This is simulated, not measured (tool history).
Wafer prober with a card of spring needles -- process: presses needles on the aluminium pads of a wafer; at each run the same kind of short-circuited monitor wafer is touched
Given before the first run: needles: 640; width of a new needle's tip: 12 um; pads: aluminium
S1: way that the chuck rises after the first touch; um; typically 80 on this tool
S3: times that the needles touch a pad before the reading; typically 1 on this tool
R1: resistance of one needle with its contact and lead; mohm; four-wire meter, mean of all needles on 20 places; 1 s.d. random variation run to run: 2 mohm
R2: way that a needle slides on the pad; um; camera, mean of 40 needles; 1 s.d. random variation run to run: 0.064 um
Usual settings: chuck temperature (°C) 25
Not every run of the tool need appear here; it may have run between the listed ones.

run 1 hour=0 | S1=80 chuck_temperature_(°C)=25 S3=1 | R1=216 R2=12.03
-- hour=3.8 tips cleaned on abrasive film
-- hour=13.2 tips cleaned on abrasive film
-- hour=22.6 tips cleaned on abrasive film
-- hour=32 tips cleaned on abrasive film
-- hour=41.4 tips cleaned on abrasive film
-- hour=50.8 tips cleaned on abrasive film
run 2 hour=56.8 | S1=80 chuck_temperature_(°C)=25 S3=1 | R1=215 R2=12.11
-- hour=58.8 tips cleaned on abrasive film
-- hour=68.2 tips cleaned on abrasive film
-- hour=77.5 tips cleaned on abrasive film
-- hour=85.1 tips cleaned on abrasive film
-- hour=94.5 tips cleaned on abrasive film
-- hour=103.9 tips cleaned on abrasive film
run 3 hour=109.2 | S1=80 chuck_temperature_(°C)=25 S3=1 | R1=214 R2=11.92
-- hour=113 tips cleaned on abrasive film
-- hour=122.4 tips cleaned on abrasive film
-- hour=131.8 tips cleaned on abrasive film
-- hour=139.3 tips cleaned on abrasive film
run 4 hour=144.6 | S1=80 chuck_temperature_(°C)=25 S3=1 | R1=214 R2=11.89
-- hour=148.4 tips cleaned on abrasive film
-- hour=155.9 tips cleaned on abrasive film
-- hour=165.3 tips cleaned on abrasive film
-- hour=174.7 tips cleaned on abrasive film
-- hour=184.1 tips cleaned on abrasive film
-- hour=191.6 tips cleaned on abrasive film
-- hour=201 tips cleaned on abrasive film
run 5 hour=201.2 | S1=80 chuck_temperature_(°C)=25 S3=1 | R1=215 R2=11.81
-- hour=208.7 tips cleaned on abrasive film
-- hour=214.6 height of the first contact set anew
-- hour=218.4 tips cleaned on abrasive film
-- hour=227.8 tips cleaned on abrasive film
-- hour=237.2 tips cleaned on abrasive film
-- hour=246.6 tips cleaned on abrasive film
-- hour=256 tips cleaned on abrasive film
run 6 hour=262.2 | S1=80 chuck_temperature_(°C)=25 S3=1 | R1=213 R2=12.02
-- hour=264.1 tips cleaned on abrasive film
-- hour=273.5 tips cleaned on abrasive film
-- hour=282.9 tips cleaned on abrasive film
-- hour=292.3 tips cleaned on abrasive film
-- hour=301.7 tips cleaned on abrasive film
run 7 hour=303.1 | S1=80 chuck_temperature_(°C)=25 S3=1 | R1=212 R2=11.96
-- hour=310.6 tips cleaned on abrasive film
-- hour=320 tips cleaned on abrasive film
-- hour=329.4 tips cleaned on abrasive film
-- hour=338.8 tips cleaned on abrasive film
-- hour=347.6 tips cleaned on abrasive film
run 8 hour=347.6 | S1=80 chuck_temperature_(°C)=25 S3=1 | R1=215 R2=12.05
-- hour=357 tips cleaned on abrasive film
-- hour=366.4 tips cleaned on abrasive film
-- hour=375.8 tips cleaned on abrasive film
-- hour=385.2 tips cleaned on abrasive film
-- hour=392.7 tips cleaned on abrasive film
-- hour=402.1 tips cleaned on abrasive film
run 9 hour=407.7 | S1=80 chuck_temperature_(°C)=25 S3=1 | R1=214 R2=11.94
-- hour=410.2 tips cleaned on abrasive film
-- hour=417.7 tips cleaned on abrasive film
-- hour=427.1 tips cleaned on abrasive film
-- hour=434.6 tips cleaned on abrasive film
-- hour=444 tips cleaned on abrasive film
-- hour=453.4 tips cleaned on abrasive film
run 10 hour=458.8 | S1=80 chuck_temperature_(°C)=25 S3=1 | R1=213 R2=11.99
-- hour=462.6 tips cleaned on abrasive film
-- hour=472 tips cleaned on abrasive film
-- hour=481.3 tips cleaned on abrasive film
-- hour=490.7 tips cleaned on abrasive film
-- hour=500.1 tips cleaned on abrasive film
-- hour=509.5 tips cleaned on abrasive film
-- hour=518.9 tips cleaned on abrasive film
run 11 hour=522.9 | S1=80 chuck_temperature_(°C)=25 S3=2 | R1=214 R2=11.89
-- hour=526.8 tips cleaned on abrasive film
-- hour=536.2 tips cleaned on abrasive film
-- hour=545.5 tips cleaned on abrasive film
-- hour=553.1 tips cleaned on abrasive film
-- hour=562.5 tips cleaned on abrasive film
-- hour=571.8 tips cleaned on abrasive film
run 12 hour=571.8 | S1=72 chuck_temperature_(°C)=25 S3=2 | R1=212 R2=10.76
-- hour=579.3 tips cleaned on abrasive film
-- hour=588.7 tips cleaned on abrasive film
-- hour=598.1 tips cleaned on abrasive film
-- hour=607.5 tips cleaned on abrasive film
run 13 hour=608.4 | S1=93 chuck_temperature_(°C)=78 S3=2 | R1=227 R2=13.71
-- hour=615.9 tips cleaned on abrasive film
-- hour=623.4 tips cleaned on abrasive film
-- hour=632.8 tips cleaned on abrasive film
-- hour=640.4 tips cleaned on abrasive film
-- hour=649.8 tips cleaned on abrasive film
-- hour=659.1 tips cleaned on abrasive film
-- hour=666.7 tips cleaned on abrasive film
run 14 hour=671.2 | S1=73 chuck_temperature_(°C)=25 S3=1 | R1=218 R2=10.78
-- hour=675 tips cleaned on abrasive film
-- hour=684.4 tips cleaned on abrasive film
-- hour=693.8 tips cleaned on abrasive film
-- hour=701.3 tips cleaned on abrasive film
-- hour=710.7 tips cleaned on abrasive film
-- hour=718.2 tips cleaned on abrasive film
-- hour=727.6 tips cleaned on abrasive film
run 15 hour=728.2 | S1=86 chuck_temperature_(°C)=25 S3=1 | R1=212 R2=12.66
-- hour=735.8 tips cleaned on abrasive film
-- hour=745.2 tips cleaned on abrasive film
-- hour=754.5 tips cleaned on abrasive film
run 16 hour=761.2 | S1=86 chuck_temperature_(°C)=54 S3=2 | R1=221 R2=12.63
-- hour=763.2 tips cleaned on abrasive film
-- hour=772.6 tips cleaned on abrasive film
-- hour=774.7 height of the first contact set anew
-- hour=782.3 tips cleaned on abrasive film
-- hour=791.6 tips cleaned on abrasive film
-- hour=801 tips cleaned on abrasive film
-- hour=810.4 tips cleaned on abrasive film
-- hour=819.4 tips cleaned on abrasive film
run 17 hour=819.4 | S1=84 chuck_temperature_(°C)=51 S3=1 | R1=216 R2=12.38
-- hour=826.9 tips cleaned on abrasive film
-- hour=836.3 tips cleaned on abrasive film
-- hour=845.7 tips cleaned on abrasive film
-- hour=855.1 tips cleaned on abrasive film
-- hour=862.6 tips cleaned on abrasive film
-- hour=872 tips cleaned on abrasive film
-- hour=879.5 tips cleaned on abrasive film
run 18 hour=881.6 | S1=84 chuck_temperature_(°C)=51 S3=1 | R1=219 R2=12.46
-- hour=887.3 tips cleaned on abrasive film
-- hour=896.7 tips cleaned on abrasive film
-- hour=906.1 tips cleaned on abrasive film
-- hour=915.5 tips cleaned on abrasive film
-- hour=924.9 tips cleaned on abrasive film
run 19 hour=925.5 | S1=80 chuck_temperature_(°C)=25 S3=2 | R1=217 R2=11.82
-- hour=933 tips cleaned on abrasive film
-- hour=942.4 tips cleaned on abrasive film
-- hour=951.8 tips cleaned on abrasive film
-- hour=959.3 tips cleaned on abrasive film
-- hour=968.7 tips cleaned on abrasive film
-- hour=978.1 tips cleaned on abrasive film
run 20 hour=983.2 | S1=92 chuck_temperature_(°C)=25 S3=2 | R1=212 R2=13.41
-- hour=987.1 tips cleaned on abrasive film
-- hour=996.4 tips cleaned on abrasive film
-- hour=1005.8 tips cleaned on abrasive film
-- hour=1015.2 tips cleaned on abrasive film
-- hour=1024.6 tips cleaned on abrasive film
-- hour=1034 tips cleaned on abrasive film
-- hour=1043.3 tips cleaned on abrasive film
run 21 hour=1043.3 | S1=84 chuck_temperature_(°C)=84 S3=2 | R1=229 R2=12.38
-- hour=1050.8 tips cleaned on abrasive film
-- hour=1060.2 tips cleaned on abrasive film
-- hour=1067.7 tips cleaned on abrasive film
-- hour=1077.1 tips cleaned on abrasive film
-- hour=1086.5 tips cleaned on abrasive film
run 22 hour=1090.4 | S1=69 chuck_temperature_(°C)=43 S3=2 | R1=225 R2=9.93

Below, each run's measurement less what the same run would have read without the hidden state. Both values contain the same run-to-run variation, but the gauge's scatter may not be the same in both:
Hidden conditions of the tool in this case: debris on the tips, nm; way that the needles fall short of the set height, um; tips' diameter, um; drift of the gauge itself on contact_mohm, %; drift of the gauge itself on scrub_um, %.
run=1 R2=-0.01
run=2 R2=-0.03
run=3 R2=-0.05
run=4 R2=-0.05
run=5 R2=-0.07
run=6 R2=-0.07
run=7 R2=-0.08
run=8 R2=-0.1
run=9 R2=-0.12
run=10 R2=-0.13
run=11 R2=-0.15
run=12 R2=-0.15
run=13 R2=-0.2
run=14 R2=-0.17
run=15 R2=-0.22
run=16 R2=-0.24
run=17 R2=-0.23
run=18 R2=-0.25
run=19 R2=-0.26
run=20 R2=-0.3
run=21 R2=-0.31
run=22 R2=-0.26
R1: differs from the measured result by no more than 1 mohm in any run.
